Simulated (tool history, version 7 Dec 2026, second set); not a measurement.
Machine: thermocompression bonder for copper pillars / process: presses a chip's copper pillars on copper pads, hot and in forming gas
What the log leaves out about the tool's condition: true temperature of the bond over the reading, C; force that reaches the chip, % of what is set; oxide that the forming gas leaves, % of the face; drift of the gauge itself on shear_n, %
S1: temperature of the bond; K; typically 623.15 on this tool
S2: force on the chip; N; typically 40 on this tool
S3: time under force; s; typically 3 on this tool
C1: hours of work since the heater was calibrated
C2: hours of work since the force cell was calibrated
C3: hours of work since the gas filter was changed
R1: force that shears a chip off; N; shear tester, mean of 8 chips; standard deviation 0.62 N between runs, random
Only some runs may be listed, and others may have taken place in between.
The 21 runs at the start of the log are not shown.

run 22 hour=1600.5 | S1=604.15 S2=35 S3=5 | C1=1027 C2=116 C3=98 | R1=51
-- hour=1638.4 heater calibrated with a thermocouple chip
run 23 hour=1695.1 | S1=612.15 S2=42 S3=3 | C1=42 C2=186 C3=167 | R1=44.7
-- hour=1729.3 forming gas filter changed
run 24 hour=1738.1 | S1=623.15 S2=40 S3=3 | C1=74 C2=217 C3=7 | R1=54.3
run 25 hour=1782.1 | S1=652.15 S2=37 S3=2 | C1=107 C2=250 C3=39 | R1=60.9
run 26 hour=1849.5 | S1=635.15 S2=39 S3=3 | C1=157 C2=301 C3=90 | R1=59.4
run 27 hour=1920.5 | S1=623.15 S2=24 S3=3 | C1=210 C2=354 C3=143 | R1=37
run 28 hour=1970 | S1=630.15 S2=44 S3=3 | C1=247 C2=391 C3=180 | R1=57
-- hour=1994.2 forming gas filter changed
run 29 hour=2043.8 | S1=623.15 S2=38 S3=7 | C1=302 C2=445 C3=37 | R1=71.4
run 30 hour=2087.2 | S1=644.15 S2=38 S3=7 | C1=335 C2=478 C3=69 | R1=86.3
run 31 hour=2155.3 | S1=644.15 S2=38 S3=7 | C1=385 C2=529 C3=120 | R1=83.7
run 32 hour=2200.9 | S1=644.15 S2=38 S3=7 | C1=420 C2=563 C3=154 | R1=81.4
-- hour=2252.9 forming gas filter changed
run 33 hour=2275.6 | S1=623.15 S2=30 S3=2 | C1=475 C2=618 C3=17 | R1=39.7
run 34 hour=2327.9 | S1=623.15 S2=35 S3=2 | C1=514 C2=657 C3=56 | R1=45
run 35 hour=2420 | S1=623.15 S2=28 S3=2 | C1=583 C2=726 C3=125 | R1=36.7
run 36 hour=2485 | S1=612.15 S2=47 S3=3 | C1=631 C2=775 C3=173 | R1=51.3

Branching from run 36: 5 alternative next runs. What would each branch give?
-- hour=2512.2 forming gas filter changed
run A hour=2543.7 | S1=639.15 S2=39 S3=3 | C1=675 C2=818 C3=23 | R1=?
-- hour=2512.2 forming gas filter changed
run B hour=2543.7 | S1=637.15 S2=54 S3=6 | C1=675 C2=818 C3=23 | R1=?
-- hour=2512.2 forming gas filter changed
run C hour=2543.7 | S1=633.15 S2=47 S3=3 | C1=675 C2=818 C3=23 | R1=?
-- hour=2512.2 forming gas filter changed
run D hour=2543.7 | S1=623.15 S2=30 S3=3 | C1=675 C2=818 C3=23 | R1=?
-- hour=2512.2 forming gas filter changed
run E hour=2543.7 | S1=644.15 S2=47 S3=3 | C1=675 C2=818 C3=23 | R1=?

run=A R1=68.3
run=B R1=95.1
run=C R1=70.5
run=D R1=48.7
run=E R1=79.4
Had the tool no hidden state, the same runs would have come out as:
run=A R1=63
run=B R1=90.1
run=C R1=65.2
run=D R1=44.2
run=E R1=74.2

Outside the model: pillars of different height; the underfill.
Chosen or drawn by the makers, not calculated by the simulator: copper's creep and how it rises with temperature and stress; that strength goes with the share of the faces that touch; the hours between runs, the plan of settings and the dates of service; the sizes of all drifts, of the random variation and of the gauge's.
